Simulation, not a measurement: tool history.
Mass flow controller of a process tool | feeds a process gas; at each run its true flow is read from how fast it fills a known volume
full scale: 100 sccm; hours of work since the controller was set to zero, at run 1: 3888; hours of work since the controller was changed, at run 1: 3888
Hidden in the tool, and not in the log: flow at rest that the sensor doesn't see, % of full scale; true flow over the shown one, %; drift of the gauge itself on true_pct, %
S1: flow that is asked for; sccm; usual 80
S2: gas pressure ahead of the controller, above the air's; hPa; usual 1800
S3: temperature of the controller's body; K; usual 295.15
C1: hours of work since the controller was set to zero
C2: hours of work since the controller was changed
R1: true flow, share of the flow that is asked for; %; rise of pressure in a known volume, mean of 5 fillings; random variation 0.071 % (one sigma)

Run 1, hour 0: usual settings; C1 3888; C2 3888. Result: R1 98.13 %.
Run 2, hour 149.6: usual settings but S3 296.15 K; C1 3964; C2 3964. Result: R1 98.09 %.
Run 3, hour 332.2: usual settings but S3 296.15 K; C1 4058; C2 4058. Result: R1 98 %.
Run 4, hour 455.5: usual settings; C1 4122; C2 4122. Result: R1 98.02 %.
Run 5, hour 610.9: usual settings; C1 4202; C2 4202. Result: R1 98.06 %.
Run 6, hour 799.8: usual settings; C1 4299; C2 4299. Result: R1 97.99 %.
Run 7, hour 1024.4: usual settings; C1 4414; C2 4414. Result: R1 98.04 %.
Run 8, hour 1246: usual settings; C1 4528; C2 4528. Result: R1 97.94 %.
At hour 1265.8: controller's zero set anew.
Run 9, hour 1343.1: usual settings; C1 40; C2 4578. Result: R1 97.66 %.
Run 10, hour 1568.1: usual settings; C1 155; C2 4694. Result: R1 97.77 %.
Run 11, hour 1784.1: usual settings but S2 2200 hPa; C1 267; C2 4805. Result: R1 97.31 %.
Run 12, hour 1959.2: usual settings but S1 99 sccm, S2 2200 hPa; C1 357; C2 4895. Result: R1 97.82 %.
Run 13, hour 2109.9: usual settings but S2 1950 hPa; C1 434; C2 4972. Result: R1 97.45 %.
At hour 2196.8: controller's zero set anew, once more.
Run 14, hour 2232.5: usual settings but S2 1950 hPa; C1 18; C2 5035. Result: R1 98.03 %.
Run 15, hour 2433.1: usual settings but S1 22 sccm; C1 122; C2 5138. Result: R1 96.98 %.
Run 16, hour 2553.8: usual settings but S1 71 sccm, S2 1470 hPa, S3 293.15 K; C1 184; C2 5200. Result: R1 98.29 %.
Run 17, hour 2706.4: usual settings but S1 18 sccm, S2 2250 hPa, S3 305.15 K; C1 262; C2 5279. Result: R1 96.17 %.
Run 18, hour 2840.1: usual settings but S1 41 sccm, S2 2280 hPa; C1 331; C2 5348. Result: R1 96.95 %.
Run 19, hour 2960.3: usual settings but S1 15 sccm, S2 1830 hPa, S3 293.15 K; C1 393; C2 5409. Result: R1 96.72 %.
Run 20, hour 3067.8: usual settings but S1 15 sccm, S2 1980 hPa, S3 301.15 K; C1 448; C2 5465. Result: R1 96.18 %.
Run 21, hour 3206.4: usual settings but S3 297.15 K; C1 519; C2 5536. Result: R1 97.99 %.
Run 22, hour 3326: usual settings but S1 51 sccm, S2 2000 hPa; C1 581; C2 5598. Result: R1 97.24 %.
Run 23, hour 3443.7: usual settings but S2 1920 hPa, S3 311.15 K; C1 641; C2 5658. Result: R1 97.09 %.
Run 24, hour 3549.7: usual settings but S1 16 sccm, S2 2220 hPa, S3 298.15 K; C1 696; C2 5713. Result: R1 96.05 %.
Run 25, hour 3689.4: usual settings but S2 1490 hPa, S3 304.15 K; C1 768; C2 5784. Result: R1 97.68 %.
Run 26, hour 3810.7: usual settings but S1 28 sccm, S2 2790 hPa; C1 830; C2 5847. Result: R1 96.08 %.
Run 27, hour 3996.4: usual settings but S2 2160 hPa, S3 311.15 K; C1 925; C2 5942. Result: R1 96.83 %.
Run 28, hour 4214.2: usual settings but S1 18 sccm, S2 1790 hPa, S3 305.15 K; C1 1037; C2 6054. Result: R1 95.8 %.
Run 29, hour 4363.3: usual settings but S1 53 sccm; C1 1114; C2 6131. Result: R1 97.25 %.
Run 30, hour 4455.5: usual settings but S1 29 sccm, S2 1610 hPa, S3 299.15 K; C1 1162; C2 6178. Result: R1 96.46 %.

Forecast each of these 3 alternatives for the next run:
Run A, hour 4617.9: usual settings but S3 299.15 K; C1 1245; C2 6262. Result: R1 ?.
Run B, hour 4617.9: usual settings but S2 1900 hPa, S3 294.15 K; C1 1245; C2 6262. Result: R1 ?.
Run C, hour 4617.9: usual settings but S1 91 sccm, S2 1610 hPa, S3 296.15 K; C1 1245; C2 6262. Result: R1 ?.

run     R1
  A   97.6
  B  97.81
  C  98.01
Without the tool's hidden state the same runs would have given:
run      R1
  A   99.79
  B   99.99
  C  100.18
